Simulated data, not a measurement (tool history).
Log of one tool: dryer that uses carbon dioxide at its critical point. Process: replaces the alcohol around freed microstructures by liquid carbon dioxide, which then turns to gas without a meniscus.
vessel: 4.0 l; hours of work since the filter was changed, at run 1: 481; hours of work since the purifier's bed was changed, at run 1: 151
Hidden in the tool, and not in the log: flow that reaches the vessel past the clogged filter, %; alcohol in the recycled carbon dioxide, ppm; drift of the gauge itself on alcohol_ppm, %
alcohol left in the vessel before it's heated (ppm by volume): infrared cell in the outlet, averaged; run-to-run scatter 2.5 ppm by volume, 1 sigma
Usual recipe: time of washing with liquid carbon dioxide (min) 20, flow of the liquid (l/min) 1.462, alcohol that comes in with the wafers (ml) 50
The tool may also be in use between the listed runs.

run	hour	time of washing with liquid carbon dioxide (min)	flow of the liquid (l/min)	alcohol that comes in with the wafers (ml)	hours of work since the filter was changed	hours of work since the purifier's bed was changed	alcohol left in the vessel before it's heated (ppm by volume)
1	0	20	1.462	50	481	151	71
2	35.9	17	1.462	50	505	176	144
3	53.6	17	1.462	50	517	188	145
# hour 83.5: inlet filter changed
4	84	30	1.462	50	0	208	16
5	122.7	30	1.462	50	27	234	21
6	145.3	30	1.462	50	42	249	20
7	162.8	20	1.462	50	54	261	41
8	196.1	20	1.462	50	76	284	46
9	226.7	20	1.462	50	97	304	50
10	253.4	20	1.462	50	115	323	50
11	287.5	20	2.01	50	138	346	22
12	326.9	20	2.01	50	165	372	27
13	365.3	29	1.462	50	191	399	23
14	390.9	29	1.462	50	209	416	27
15	424.6	20	1.462	50	231	439	55
16	449.4	20	1.462	50	248	456	62
17	482.4	20	1.462	50	271	478	67
18	501.8	20	1.462	50	284	491	63
19	536.1	20	1.462	50	307	514	68
20	562.7	17	1.6	32	325	532	64
21	597.4	18	1.462	26	349	556	68
22	634.6	31	1.462	50	374	581	30
23	670.6	21	1.17	90	398	606	228
24	701.2	21	1.17	90	419	626	236
25	739	14	2.06	86	445	652	129
26	767.3	15	1.462	52	464	671	248
27	807.7	15	1.462	52	491	699	258
28	836.1	15	1.462	52	511	718	267
29	868.6	20	0.97	50	533	740	384
# hour 875.3: inlet filter changed
30	891.9	20	0.97	50	11	755	222
31	927.1	25	1.34	29	35	779	42
32	963.4	25	1.08	29	60	804	55
33	990.2	28	1.49	27	78	822	38
34	1029	30	1.1	50	104	848	55

What if the next run were any one of these 3? Each begins from the tool's condition after run 34:
# hour 1051.5: purifier's bed changed
A	1064.2	30	2.46	57	126	9	?
# hour 1051.5: purifier's bed changed
B	1064.2	25	2.29	52	126	9	?
# hour 1051.5: purifier's bed changed
C	1064.2	15	0.88	28	126	9	?

run	alcohol left in the vessel before it's heated (ppm by volume)
A	4
B	5
C	443
With no hidden state in the tool, these same runs would have given:
run	alcohol left in the vessel before it's heated (ppm by volume)
A	3
B	4
C	392
